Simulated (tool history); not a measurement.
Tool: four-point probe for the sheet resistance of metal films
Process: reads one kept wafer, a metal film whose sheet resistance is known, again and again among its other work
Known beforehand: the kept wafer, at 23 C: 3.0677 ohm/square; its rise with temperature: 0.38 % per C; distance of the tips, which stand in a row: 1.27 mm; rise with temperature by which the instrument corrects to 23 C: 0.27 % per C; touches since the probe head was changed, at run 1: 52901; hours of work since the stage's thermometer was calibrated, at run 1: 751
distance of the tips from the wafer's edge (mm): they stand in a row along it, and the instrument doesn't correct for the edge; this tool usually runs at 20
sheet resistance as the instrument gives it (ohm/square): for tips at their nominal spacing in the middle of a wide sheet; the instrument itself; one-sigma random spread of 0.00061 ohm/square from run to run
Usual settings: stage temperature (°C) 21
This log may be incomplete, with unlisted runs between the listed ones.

run   hour  stage temperature (°C)  distance of the tips from the wafer's edge (mm)  touches since the probe head was changed  hours of work since the stage's thermometer was calibrated  sheet resistance as the instrument gives it (ohm/square)
  1    0.0                      21                                               20                                     52901                                                         751                                                  3.066961
  2   25.4                      21                                               20                                     53994                                                         767                                                  3.067893
  3   50.0                      21                                               20                                     55055                                                         783                                                  3.068073
  4   69.6                      21                                               20                                     55904                                                         796                                                  3.067671
  5   89.0                      21                                               20                                     56739                                                         808                                                  3.066997
  6  117.7                      21                                               20                                     57977                                                         826                                                  3.067364
  7  149.0                      21                                               20                                     59327                                                         846                                                  3.067172
  8  176.9                      26                                               20                                     60528                                                         864                                                  3.084042
  9  190.9                      26                                               20                                     61134                                                         873                                                  3.084190
 10  204.5                      26                                               20                                     61719                                                         881                                                  3.084388
 11  228.8                      26                                               20                                     62767                                                         897                                                  3.083585
 12  261.4                      21                                               37                                     64171                                                         917                                                  3.062139
 13  288.3                      21                                               37                                     65335                                                         935                                                  3.063329
 14  314.9                      21                                               37                                     66482                                                         951                                                  3.063303
 15  342.4                      21                                               37                                     67668                                                         969                                                  3.062687
 16  365.3                      35                                                8                                     68652                                                         983                                                  3.146346
 17  397.6                      18                                               20                                     70048                                                        1004                                                  3.057533
 18  413.0                      30                                               37                                     70710                                                        1014                                                  3.090941
 19  445.3                      26                                                6                                     72104                                                        1034                                                  3.149560
 20  477.0                      25                                                4                                     73473                                                        1055                                                  3.231265
 21  495.4                      21                                               21                                     74265                                                        1066                                                  3.066655
 22  524.5                      23                                               44                                     75520                                                        1085                                                  3.068816
 23  539.2                      18                                               56                                     76152                                                        1094                                                  3.052311
 24  570.4                      18                                               56                                     77500                                                        1114                                                  3.052455
 25  600.1                      18                                               56                                     78781                                                        1133                                                  3.052405
 26  618.8                      27                                               13                                     79585                                                        1145                                                  3.096412
 27  640.1                      31                                               56                                     80506                                                        1158                                                  3.093007

Estimate the outcome of run 28 from the log above:
 28  655.9                      31                                               56                                     81185                                                        1168                                                         ?

{"run 28": {"sheet resistance as the instrument gives it (ohm/square)": 3.092684}}
Without the tool's hidden state the same run would have given sheet resistance as the instrument gives it (ohm/square) 3.092650.
